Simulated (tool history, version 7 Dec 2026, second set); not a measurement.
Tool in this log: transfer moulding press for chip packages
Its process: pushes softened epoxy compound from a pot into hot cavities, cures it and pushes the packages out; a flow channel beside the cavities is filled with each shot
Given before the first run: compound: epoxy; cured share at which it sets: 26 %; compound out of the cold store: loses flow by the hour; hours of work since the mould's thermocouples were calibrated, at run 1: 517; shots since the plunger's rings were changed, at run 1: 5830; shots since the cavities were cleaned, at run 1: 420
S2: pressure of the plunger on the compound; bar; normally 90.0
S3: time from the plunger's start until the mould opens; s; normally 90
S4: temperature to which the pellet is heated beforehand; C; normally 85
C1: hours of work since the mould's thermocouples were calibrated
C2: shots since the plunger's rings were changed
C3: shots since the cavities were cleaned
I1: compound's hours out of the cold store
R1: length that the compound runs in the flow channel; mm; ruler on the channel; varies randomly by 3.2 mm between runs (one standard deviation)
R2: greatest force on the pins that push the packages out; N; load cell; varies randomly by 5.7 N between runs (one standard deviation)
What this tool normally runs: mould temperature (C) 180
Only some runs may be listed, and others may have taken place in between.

run 1 hour=0.0 | mould_temperature_(C)=180 S2=90.0 S3=90 S4=85 | C1=517 C2=5830 C3=420 | I1=13.2 | R1=494 R2=307
run 2 hour=9.4 | mould_temperature_(C)=180 S2=90.0 S3=90 S4=85 | C1=522 C2=5934 C3=524 | I1=25.1 | R1=464 R2=316
-- hour=19.7 mould's thermocouples calibrated
run 3 hour=25.5 | mould_temperature_(C)=185 S2=90.0 S3=90 S4=85 | C1=4 C2=6091 C3=681 | I1=17.4 | R1=475 R2=294
-- hour=38.6 cavities cleaned with cleaning compound and waxed
run 4 hour=45.2 | mould_temperature_(C)=180 S2=90.0 S3=90 S4=85 | C1=15 C2=6294 C3=74 | I1=47.3 | R1=429 R2=220
run 5 hour=59.4 | mould_temperature_(C)=180 S2=90.0 S3=90 S4=85 | C1=24 C2=6453 C3=233 | I1=10.2 | R1=497 R2=272
-- hour=67.9 plunger's sealing rings changed
run 6 hour=70.6 | mould_temperature_(C)=175 S2=90.0 S3=90 S4=85 | C1=29 C2=30 C3=329 | I1=13.7 | R1=542 R2=396
run 7 hour=84.4 | mould_temperature_(C)=175 S2=90.0 S3=90 S4=85 | C1=37 C2=183 C3=482 | I1=32.8 | R1=503 R2=379
run 8 hour=98.7 | mould_temperature_(C)=180 S2=90.0 S3=90 S4=85 | C1=46 C2=342 C3=641 | I1=29.2 | R1=497 R2=336
run 9 hour=111.7 | mould_temperature_(C)=180 S2=90.0 S3=90 S4=85 | C1=54 C2=488 C3=787 | I1=12.5 | R1=540 R2=344
-- hour=115.4 cavities cleaned with cleaning compound and waxed
run 10 hour=129.1 | mould_temperature_(C)=180 S2=90.0 S3=90 S4=85 | C1=64 C2=664 C3=152 | I1=14.0 | R1=523 R2=251
run 11 hour=144.7 | mould_temperature_(C)=180 S2=90.0 S3=90 S4=85 | C1=73 C2=838 C3=326 | I1=11.6 | R1=531 R2=298
run 12 hour=163.7 | mould_temperature_(C)=180 S2=90.0 S3=90 S4=85 | C1=85 C2=1049 C3=537 | I1=18.0 | R1=514 R2=319
run 13 hour=180.6 | mould_temperature_(C)=180 S2=90.0 S3=90 S4=85 | C1=96 C2=1237 C3=725 | I1=19.5 | R1=512 R2=349
-- hour=189.0 cavities cleaned with cleaning compound and waxed
run 14 hour=195.7 | mould_temperature_(C)=180 S2=90.0 S3=90 S4=85 | C1=104 C2=1389 C3=74 | I1=44.7 | R1=456 R2=231
run 15 hour=204.3 | mould_temperature_(C)=173 S2=79.2 S3=90 S4=85 | C1=109 C2=1485 C3=170 | I1=36.9 | R1=459 R2=374
run 16 hour=223.3 | mould_temperature_(C)=179 S2=79.2 S3=90 S4=79 | C1=121 C2=1696 C3=381 | I1=24.2 | R1=471 R2=307
run 17 hour=234.1 | mould_temperature_(C)=180 S2=93.9 S3=115 S4=85 | C1=128 C2=1817 C3=502 | I1=32.0 | R1=488 R2=257
run 18 hour=248.6 | mould_temperature_(C)=180 S2=93.9 S3=115 S4=85 | C1=136 C2=1978 C3=663 | I1=21.3 | R1=512 R2=270
run 19 hour=257.2 | mould_temperature_(C)=175 S2=93.9 S3=115 S4=77 | C1=142 C2=2074 C3=759 | I1=35.1 | R1=489 R2=308
-- hour=264.2 cavities cleaned with cleaning compound and waxed
run 20 hour=277.6 | mould_temperature_(C)=175 S2=93.9 S3=115 S4=77 | C1=153 C2=2285 C3=149 | I1=32.1 | R1=506 R2=221
run 21 hour=294.2 | mould_temperature_(C)=175 S2=93.9 S3=115 S4=77 | C1=164 C2=2469 C3=333 | I1=14.7 | R1=534 R2=273
run 22 hour=307.6 | mould_temperature_(C)=175 S2=93.9 S3=115 S4=77 | C1=172 C2=2618 C3=482 | I1=16.1 | R1=532 R2=283
run 23 hour=325.0 | mould_temperature_(C)=174 S2=97.2 S3=90 S4=78 | C1=183 C2=2812 C3=676 | I1=29.2 | R1=514 R2=487
run 24 hour=335.3 | mould_temperature_(C)=174 S2=97.2 S3=90 S4=78 | C1=189 C2=2926 C3=790 | I1=17.2 | R1=544 R2=527
-- hour=338.0 cavities cleaned with cleaning compound and waxed
run 25 hour=356.9 | mould_temperature_(C)=180 S2=106.8 S3=108 S4=94 | C1=201 C2=3151 C3=211 | I1=14.2 | R1=554 R2=214
run 26 hour=372.7 | mould_temperature_(C)=174 S2=90.0 S3=90 S4=85 | C1=211 C2=3326 C3=386 | I1=30.2 | R1=490 R2=397
run 27 hour=383.3 | mould_temperature_(C)=182 S2=90.0 S3=90 S4=88 | C1=217 C2=3444 C3=504 | I1=28.8 | R1=470 R2=291
run 28 hour=398.2 | mould_temperature_(C)=183 S2=80.3 S3=88 S4=88 | C1=227 C2=3610 C3=670 | I1=38.4 | R1=424 R2=291

Forecast each of these 3 alternatives for the next run:
-- hour=411.6 cavities cleaned with cleaning compound and waxed
run A hour=411.6 | mould_temperature_(C)=180 S2=80.3 S3=88 S4=88 | C1=234 C2=3743 C3=0 | I1=24.7 | R1=? R2=?
-- hour=411.6 cavities cleaned with cleaning compound and waxed
run B hour=411.6 | mould_temperature_(C)=180 S2=84.4 S3=123 S4=82 | C1=234 C2=3743 C3=0 | I1=13.2 | R1=? R2=?
-- hour=411.6 cavities cleaned with cleaning compound and waxed
run C hour=411.6 | mould_temperature_(C)=180 S2=88.9 S3=90 S4=85 | C1=234 C2=3743 C3=0 | I1=30.5 | R1=? R2=?

run=A R1=450 R2=206
run=B R1=495 R2=156
run=C R1=469 R2=209
Stripped of hidden state, with their random variation kept, the same runs would have yielded:
run=A R1=473 R2=209
run=B R1=522 R2=155
run=C R1=494 R2=212
